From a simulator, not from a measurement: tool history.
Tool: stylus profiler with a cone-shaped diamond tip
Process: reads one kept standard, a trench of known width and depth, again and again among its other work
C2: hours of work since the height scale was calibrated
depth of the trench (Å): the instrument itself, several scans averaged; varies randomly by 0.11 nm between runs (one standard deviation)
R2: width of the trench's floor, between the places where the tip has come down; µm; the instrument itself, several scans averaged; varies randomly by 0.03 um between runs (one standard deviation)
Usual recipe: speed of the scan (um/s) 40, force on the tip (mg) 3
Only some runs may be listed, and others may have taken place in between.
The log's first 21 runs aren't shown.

run 22 hour=1043.3 | speed_of_the_scan_(um/s)=40 force_on_the_tip_(mg)=3 | scans_with_this_tip=8152 C2=1878 | depth_of_the_trench_(Å)=2052.9 R2=26.32
run 23 hour=1107.7 | speed_of_the_scan_(um/s)=22 force_on_the_tip_(mg)=1.22 | scans_with_this_tip=8301 C2=1913 | depth_of_the_trench_(Å)=2035.9 R2=26.32
run 24 hour=1172.3 | speed_of_the_scan_(um/s)=22 force_on_the_tip_(mg)=1.22 | scans_with_this_tip=8450 C2=1947 | depth_of_the_trench_(Å)=2038.5 R2=26.3
run 25 hour=1230.2 | speed_of_the_scan_(um/s)=100 force_on_the_tip_(mg)=1.06 | scans_with_this_tip=8584 C2=1978 | depth_of_the_trench_(Å)=2037.3 R2=25.88
run 26 hour=1289.9 | speed_of_the_scan_(um/s)=17 force_on_the_tip_(mg)=5.64 | scans_with_this_tip=8722 C2=2010 | depth_of_the_trench_(Å)=2072.6 R2=26.36
run 27 hour=1344.7 | speed_of_the_scan_(um/s)=128 force_on_the_tip_(mg)=2.95 | scans_with_this_tip=8849 C2=2039 | depth_of_the_trench_(Å)=2054.4 R2=25.98
run 28 hour=1419.2 | speed_of_the_scan_(um/s)=128 force_on_the_tip_(mg)=2.11 | scans_with_this_tip=9022 C2=2079 | depth_of_the_trench_(Å)=2046.5 R2=25.86
run 29 hour=1465.2 | speed_of_the_scan_(um/s)=128 force_on_the_tip_(mg)=2.11 | scans_with_this_tip=9128 C2=2103 | depth_of_the_trench_(Å)=2048.8 R2=25.92
run 30 hour=1528.6 | speed_of_the_scan_(um/s)=72 force_on_the_tip_(mg)=1.49 | scans_with_this_tip=9275 C2=2137 | depth_of_the_trench_(Å)=2043.3 R2=26.04
run 31 hour=1589.2 | speed_of_the_scan_(um/s)=72 force_on_the_tip_(mg)=1.49 | scans_with_this_tip=9415 C2=2169 | depth_of_the_trench_(Å)=2041.5 R2=26.03
run 32 hour=1634.7 | speed_of_the_scan_(um/s)=73 force_on_the_tip_(mg)=3 | scans_with_this_tip=9520 C2=2194 | depth_of_the_trench_(Å)=2057.8 R2=26.11
run 33 hour=1685 | speed_of_the_scan_(um/s)=21 force_on_the_tip_(mg)=4.32 | scans_with_this_tip=9637 C2=2221 | depth_of_the_trench_(Å)=2065.8 R2=26.3
run 34 hour=1738.2 | speed_of_the_scan_(um/s)=21 force_on_the_tip_(mg)=4.32 | scans_with_this_tip=9760 C2=2249 | depth_of_the_trench_(Å)=2067.8 R2=26.28
run 35 hour=1805.2 | speed_of_the_scan_(um/s)=21 force_on_the_tip_(mg)=4.32 | scans_with_this_tip=9915 C2=2285 | depth_of_the_trench_(Å)=2066.7 R2=26.23
run 36 hour=1842.1 | speed_of_the_scan_(um/s)=42 force_on_the_tip_(mg)=3.56 | scans_with_this_tip=10000 C2=2304 | depth_of_the_trench_(Å)=2061 R2=26.14
run 37 hour=1893.8 | speed_of_the_scan_(um/s)=42 force_on_the_tip_(mg)=3.56 | scans_with_this_tip=10120 C2=2332 | depth_of_the_trench_(Å)=2061 R2=26.17
run 38 hour=1967 | speed_of_the_scan_(um/s)=40 force_on_the_tip_(mg)=6.24 | scans_with_this_tip=10289 C2=2371 | depth_of_the_trench_(Å)=2079.1 R2=26.15
run 39 hour=2007 | speed_of_the_scan_(um/s)=78 force_on_the_tip_(mg)=1.88 | scans_with_this_tip=10382 C2=2392 | depth_of_the_trench_(Å)=2048.2 R2=25.97
-- hour=2051.5 new tip fitted, height scale calibrated
run 40 hour=2066.6 | speed_of_the_scan_(um/s)=78 force_on_the_tip_(mg)=1.88 | scans_with_this_tip=35 C2=8 | depth_of_the_trench_(Å)=2022.3 R2=26.9
run 41 hour=2119 | speed_of_the_scan_(um/s)=15 force_on_the_tip_(mg)=5.08 | scans_with_this_tip=157 C2=36 | depth_of_the_trench_(Å)=2044.5 R2=27.18

Predict each of these 4 candidate next runs independently; none follows another, all start after run 41:
run A hour=2175.7 | speed_of_the_scan_(um/s)=55 force_on_the_tip_(mg)=1.79 | scans_with_this_tip=288 C2=66 | depth_of_the_trench_(Å)=? R2=?
run B hour=2175.7 | speed_of_the_scan_(um/s)=65 force_on_the_tip_(mg)=4.7 | scans_with_this_tip=288 C2=66 | depth_of_the_trench_(Å)=? R2=?
run C hour=2175.7 | speed_of_the_scan_(um/s)=40 force_on_the_tip_(mg)=2.45 | scans_with_this_tip=288 C2=66 | depth_of_the_trench_(Å)=? R2=?
run D hour=2175.7 | speed_of_the_scan_(um/s)=104 force_on_the_tip_(mg)=7.87 | scans_with_this_tip=288 C2=66 | depth_of_the_trench_(Å)=? R2=?

run=A depth_of_the_trench_(Å)=2024.2 R2=26.97
run=B depth_of_the_trench_(Å)=2043.4 R2=27.03
run=C depth_of_the_trench_(Å)=2028.3 R2=27.03
run=D depth_of_the_trench_(Å)=2062.6 R2=26.95
Take away the tool's hidden state, keep each run's random variation, and the runs would have read:
run=A depth_of_the_trench_(Å)=2024.5 R2=27
run=B depth_of_the_trench_(Å)=2043.7 R2=27.05
run=C depth_of_the_trench_(Å)=2028.6 R2=27.06
run=D depth_of_the_trench_(Å)=2062.8 R2=26.97
